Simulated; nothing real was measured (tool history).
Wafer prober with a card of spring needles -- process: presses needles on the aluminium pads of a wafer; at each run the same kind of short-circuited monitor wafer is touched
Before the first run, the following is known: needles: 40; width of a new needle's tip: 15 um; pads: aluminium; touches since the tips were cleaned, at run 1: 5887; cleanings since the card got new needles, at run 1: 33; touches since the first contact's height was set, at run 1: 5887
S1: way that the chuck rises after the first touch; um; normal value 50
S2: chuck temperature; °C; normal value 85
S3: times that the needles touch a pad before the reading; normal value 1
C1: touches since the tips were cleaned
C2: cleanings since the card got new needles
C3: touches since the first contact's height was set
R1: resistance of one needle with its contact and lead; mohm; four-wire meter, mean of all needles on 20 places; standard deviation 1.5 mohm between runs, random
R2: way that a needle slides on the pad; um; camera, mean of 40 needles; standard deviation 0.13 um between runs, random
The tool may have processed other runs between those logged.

run   hour  S1   S2  S3    C1  C2      C3   R1     R2
  1    0.0  50   85   1  5887  33    5887  169  13.18
       6.7  -- tips cleaned on abrasive film
      29.0  -- tips cleaned on abrasive film
  2   29.0  50   85   1     0  35   14851  138  13.22
      51.1  -- tips cleaned on abrasive film
  3   69.2  50  102   1  5634  36   27360  174  13.13
      77.5  -- tips cleaned on abrasive film
  4   94.9  50   97   1  5445  37   35362  170  13.30
     100.0  -- tips cleaned on abrasive film
     124.4  -- tips cleaned on abrasive film
  5  140.3  50   97   1  4956  39   49457  171  13.36
     149.2  -- tips cleaned on abrasive film
     173.6  -- tips cleaned on abrasive film
  6  180.0  50   97   1  2009  41   61763  161  13.10
     198.5  -- tips cleaned on abrasive film
  7  220.1  50   97   1  6720  42   74218  178  12.80
     223.7  -- tips cleaned on abrasive film
     246.3  -- tips cleaned on abrasive film
  8  251.9  55   85   1  1727  44   84069  153  14.33
     268.6  -- tips cleaned on abrasive film
     291.2  -- tips cleaned on abrasive film
  9  307.7  55   85   1  5158  46  101426  169  14.17
     316.5  -- tips cleaned on abrasive film
     338.7  -- tips cleaned on abrasive film
 10  343.2  55   85   1  1381  48  112412  152  14.10
     361.3  -- tips cleaned on abrasive film
     384.7  -- tips cleaned on abrasive film
 11  395.2  55   85   1  3252  50  128567  163  14.28
     409.6  -- tips cleaned on abrasive film
     432.2  -- tips cleaned on abrasive film
 12  440.3  50   28   1  2528  52  142578  156  12.47
     458.3  -- tips cleaned on abrasive film
 13  468.6  50   28   1  3198  53  151362  160  12.81
     480.8  -- tips cleaned on abrasive film
     504.3  -- tips cleaned on abrasive film
 14  509.8  50   66   1  1718  55  164164  160  12.83
     527.4  -- tips cleaned on abrasive film
     551.5  -- tips cleaned on abrasive film
 15  557.2  50   85   1  1778  57  178860  161  12.75
     574.2  -- tips cleaned on abrasive film
 16  594.0  50   85   1  6193  58  190322  173  12.62
     598.8  -- tips cleaned on abrasive film
     623.0  -- tips cleaned on abrasive film
 17  627.0  50   82   1  1260  60  200535  160  12.44
     647.0  -- tips cleaned on abrasive film
     670.0  -- tips cleaned on abrasive film
 18  676.9  58   85   2  2149  62  216039  149  14.41
     692.1  -- tips cleaned on abrasive film
     714.3  -- tips cleaned on abrasive film
 19  714.3  54   34   1     0  64  227633  134  13.43

What will run 20 give?
     738.0  -- tips cleaned on abrasive film
 20  748.5  48  44   2  3260  65  238262   ?   ?

Logged for run 20: R1 156 mohm, R2 11.86 um.
With no hidden state in the tool, this same run would have given R1 133 mohm, R2 12.73 um.

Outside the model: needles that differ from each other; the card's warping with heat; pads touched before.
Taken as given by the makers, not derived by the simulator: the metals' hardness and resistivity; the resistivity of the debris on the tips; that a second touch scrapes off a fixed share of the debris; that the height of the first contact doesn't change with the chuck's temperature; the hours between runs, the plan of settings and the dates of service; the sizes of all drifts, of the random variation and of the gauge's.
